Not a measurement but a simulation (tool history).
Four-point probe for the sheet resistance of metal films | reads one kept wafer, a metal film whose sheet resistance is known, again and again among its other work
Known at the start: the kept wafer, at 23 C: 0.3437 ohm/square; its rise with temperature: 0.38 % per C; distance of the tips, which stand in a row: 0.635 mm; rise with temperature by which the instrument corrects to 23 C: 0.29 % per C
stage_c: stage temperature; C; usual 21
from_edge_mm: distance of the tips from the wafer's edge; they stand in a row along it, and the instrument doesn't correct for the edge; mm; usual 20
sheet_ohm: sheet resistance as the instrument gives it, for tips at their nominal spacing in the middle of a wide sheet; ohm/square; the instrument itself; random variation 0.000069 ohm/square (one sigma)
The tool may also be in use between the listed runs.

Run 1, hour 0.0: usual settings. Result: sheet_ohm 0.344772 ohm/square.
Run 2, hour 20.8: usual settings. Result: sheet_ohm 0.344517 ohm/square.
Run 3, hour 41.9: usual settings but stage_c 20 C. Result: sheet_ohm 0.344243 ohm/square.
Run 4, hour 63.3: usual settings but stage_c 25 C. Result: sheet_ohm 0.345853 ohm/square.
Run 5, hour 84.2: usual settings but from_edge_mm 5 mm. Result: sheet_ohm 0.347463 ohm/square.
Run 6, hour 109.8: usual settings. Result: sheet_ohm 0.344630 ohm/square.
Run 7, hour 129.6: usual settings but stage_c 27 C. Result: sheet_ohm 0.346476 ohm/square.
Run 8, hour 150.3: usual settings. Result: sheet_ohm 0.344858 ohm/square.
Run 9, hour 177.2: usual settings but from_edge_mm 53 mm. Result: sheet_ohm 0.344578 ohm/square.
Run 10, hour 191.2: usual settings but from_edge_mm 53 mm. Result: sheet_ohm 0.344630 ohm/square.
Run 11, hour 213.8: usual settings but from_edge_mm 53 mm. Result: sheet_ohm 0.344585 ohm/square.
Run 12, hour 236.2: usual settings but from_edge_mm 53 mm. Result: sheet_ohm 0.344610 ohm/square.
Run 13, hour 248.3: usual settings. Result: sheet_ohm 0.344820 ohm/square.
Run 14, hour 268.2: usual settings. Result: sheet_ohm 0.344863 ohm/square.
Run 15, hour 283.6: usual settings. Result: sheet_ohm 0.344906 ohm/square.
Run 16, hour 294.9: usual settings. Result: sheet_ohm 0.344840 ohm/square.
Run 17, hour 310.9: usual settings. Result: sheet_ohm 0.344804 ohm/square.
Run 18, hour 330.9: usual settings but from_edge_mm 4 mm. Result: sheet_ohm 0.349304 ohm/square.
Run 19, hour 342.8: usual settings. Result: sheet_ohm 0.344871 ohm/square.
Run 20, hour 357.2: usual settings but stage_c 30 C. Result: sheet_ohm 0.347523 ohm/square.
Run 21, hour 368.7: usual settings but stage_c 30 C, from_edge_mm 5 mm. Result: sheet_ohm 0.350469 ohm/square.
Run 22, hour 394.4: usual settings but stage_c 25 C, from_edge_mm 3 mm. Result: sheet_ohm 0.354131 ohm/square.
Run 23, hour 411.5: usual settings but stage_c 26 C, from_edge_mm 4 mm. Result: sheet_ohm 0.350779 ohm/square.
Run 24, hour 437.0: usual settings but stage_c 28 C, from_edge_mm 37 mm. Result: sheet_ohm 0.346981 ohm/square.
Run 25, hour 457.7: usual settings but stage_c 31 C, from_edge_mm 26 mm. Result: sheet_ohm 0.347781 ohm/square.
Run 26, hour 473.2: usual settings but stage_c 30 C, from_edge_mm 3 mm. Result: sheet_ohm 0.355680 ohm/square.
Run 27, hour 494.6: usual settings but stage_c 23 C, from_edge_mm 4 mm. Result: sheet_ohm 0.350058 ohm/square.
Run 28, hour 507.5: usual settings but from_edge_mm 8 mm. Result: sheet_ohm 0.345767 ohm/square.
Run 29, hour 534.1: usual settings but from_edge_mm 8 mm. Result: sheet_ohm 0.345992 ohm/square.
Run 30, hour 553.0: usual settings but stage_c 33 C, from_edge_mm 74 mm. Result: sheet_ohm 0.348437 ohm/square.
Run 31, hour 579.7: usual settings but stage_c 33 C, from_edge_mm 74 mm. Result: sheet_ohm 0.348328 ohm/square.
Run 32, hour 599.4: usual settings but stage_c 31 C. Result: sheet_ohm 0.348155 ohm/square.
Run 33, hour 616.8: usual settings but stage_c 31 C. Result: sheet_ohm 0.348005 ohm/square.
Run 34, hour 629.4: usual settings but stage_c 32 C, from_edge_mm 13 mm. Result: sheet_ohm 0.348612 ohm/square.
Run 35, hour 655.5: usual settings but stage_c 23 C, from_edge_mm 22 mm. Result: sheet_ohm 0.345657 ohm/square.
Run 36, hour 667.5: usual settings but stage_c 30 C, from_edge_mm 3 mm. Result: sheet_ohm 0.355821 ohm/square.
Run 37, hour 689.2: usual settings but stage_c 24 C, from_edge_mm 3 mm. Result: sheet_ohm 0.354065 ohm/square.
Run 38, hour 706.7: usual settings but stage_c 24 C, from_edge_mm 6 mm. Result: sheet_ohm 0.347822 ohm/square.
Run 39, hour 721.7: usual settings but stage_c 35 C, from_edge_mm 21 mm. Result: sheet_ohm 0.349265 ohm/square.
Run 40, hour 743.9: usual settings but stage_c 18 C, from_edge_mm 3 mm. Result: sheet_ohm 0.351994 ohm/square.

Forecast each of these 5 alternatives for the next run:
Run A, hour 759.7: usual settings but stage_c 22 C, from_edge_mm 28 mm. Result: sheet_ohm ?.
Run B, hour 759.7: usual settings but stage_c 26 C, from_edge_mm 17 mm. Result: sheet_ohm ?.
Run C, hour 759.7: usual settings but from_edge_mm 17 mm. Result: sheet_ohm ?.
Run D, hour 759.7: usual settings but stage_c 19 C, from_edge_mm 34 mm. Result: sheet_ohm ?.
Run E, hour 759.7: usual settings but stage_c 35 C, from_edge_mm 3 mm. Result: sheet_ohm ?.

run  sheet_ohm
  A   0.345251
  B   0.346634
  C   0.345063
  D   0.344314
  E   0.357269
Without the tool's hidden state the same runs would have given:
run  sheet_ohm
  A   0.343476
  B   0.344844
  C   0.343292
  D   0.342551
  E   0.355409
